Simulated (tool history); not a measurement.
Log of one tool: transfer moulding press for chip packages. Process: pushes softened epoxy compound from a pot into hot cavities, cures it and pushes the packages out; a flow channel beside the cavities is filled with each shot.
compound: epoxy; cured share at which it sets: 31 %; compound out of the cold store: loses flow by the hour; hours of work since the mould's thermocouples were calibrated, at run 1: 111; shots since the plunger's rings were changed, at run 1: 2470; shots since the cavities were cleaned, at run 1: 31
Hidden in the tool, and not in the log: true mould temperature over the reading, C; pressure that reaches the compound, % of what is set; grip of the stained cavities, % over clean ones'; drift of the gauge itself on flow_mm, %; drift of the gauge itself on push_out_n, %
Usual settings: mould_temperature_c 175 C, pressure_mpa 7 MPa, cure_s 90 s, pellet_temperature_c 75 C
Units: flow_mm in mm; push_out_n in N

run   hour  mould_temperature_c  pressure_mpa  cure_s  pellet_temperature_c  hours of work since the mould's thermocouples were calibrated  shots since the plunger's rings were changed  shots since the cavities were cleaned  incoming compound's hours out of the cold store  flow_mm  push_out_n
  1      0                  175             7      90                    75                                                            111                                          2470                                     31                                              8.1      670         346
  2    7.9                  175             7      90                    75                                                            116                                          2550                                    111                                             47.8      562         348
  3   23.9                  175             7      90                    75                                                            125                                          2713                                    274                                             15.5      647         412
  4   31.7                  175             7      90                    75                                                            129                                          2793                                    354                                             45.2      565         399
  5   39.7                  175             7      90                    75                                                            134                                          2874                                    435                                             28.7      612         433
  6   51.2                  175             7      90                    75                                                            140                                          2991                                    552                                             13.8      656         468
  7     59                  175           5.3      90                    75                                                            145                                          3070                                    631                                             15.3      563         496
      71.9  -- cavities cleaned with cleaning compound and waxed
  8   73.4                  175           5.3      90                    75                                                            152                                          3202                                     15                                             31.9      524         326
  9   87.5                  175           5.3      90                    75                                                            160                                          3345                                    158                                             30.2      527         378
 10  100.3                  175           5.3      90                    75                                                            167                                          3475                                    288                                             37.1      509         407
 11  113.4                  175             7      90                    75                                                            174                                          3609                                    422                                               36      586         415
 12    123                  175             7      90                    75                                                            180                                          3707                                    520                                             26.2      616         445
 13  136.1                  175             7      90                    79                                                            187                                          3840                                    653                                               20      635         481
     146.6  -- cavities cleaned with cleaning compound and waxed
 14  149.9                  169             7      89                    75                                                            194                                          3965                                     33                                               11      682         541
 15  156.7                  175             7     105                    68                                                            198                                          4034                                    102                                             11.2      655         316
 16    168                  169           5.8     121                    81                                                            204                                          4149                                    217                                             45.1      529         341
 17  178.1                  170          6.56      90                    69                                                            210                                          4252                                    320                                             39.2      573         547
 18  185.2                  182          6.88      90                    69                                                            214                                          4324                                    392                                             24.4      594         367
 19  192.8                  180          7.07      92                    66                                                            218                                          4402                                    470                                             36.9      579         386
 20  200.2                  180          7.07      92                    66                                                            222                                          4477                                    545                                             30.3      590         387
 21  215.9                  178             7     117                    73                                                            231                                          4637                                    705                                             31.1      594         393
     221.4  -- cavities cleaned with cleaning compound and waxed
 22    232                  178             7     117                    73                                                            239                                          4785                                    107                                             25.4      605         300

Hidden state or all else? Some run-to-run changes of flow_mm, split into what the settings, what came in and random variation would give without the hidden state, and what is left for the hidden state (with any gauge scatter that isn't in both results):
Run 1 -> 2: no setting changed, nothing entered. flow_mm -108 mm: hidden state +1, all else -109.
Run 10 -> 11: pressure_mpa 5.3 -> 7. flow_mm +77 mm: hidden state -3, all else +80.
Run 15 -> 16: mould_temperature_c 175 -> 169, pressure_mpa 7 -> 5.8, cure_s 105 -> 121, pellet_temperature_c 68 -> 81. flow_mm -126 mm: hidden state +3, all else -129.
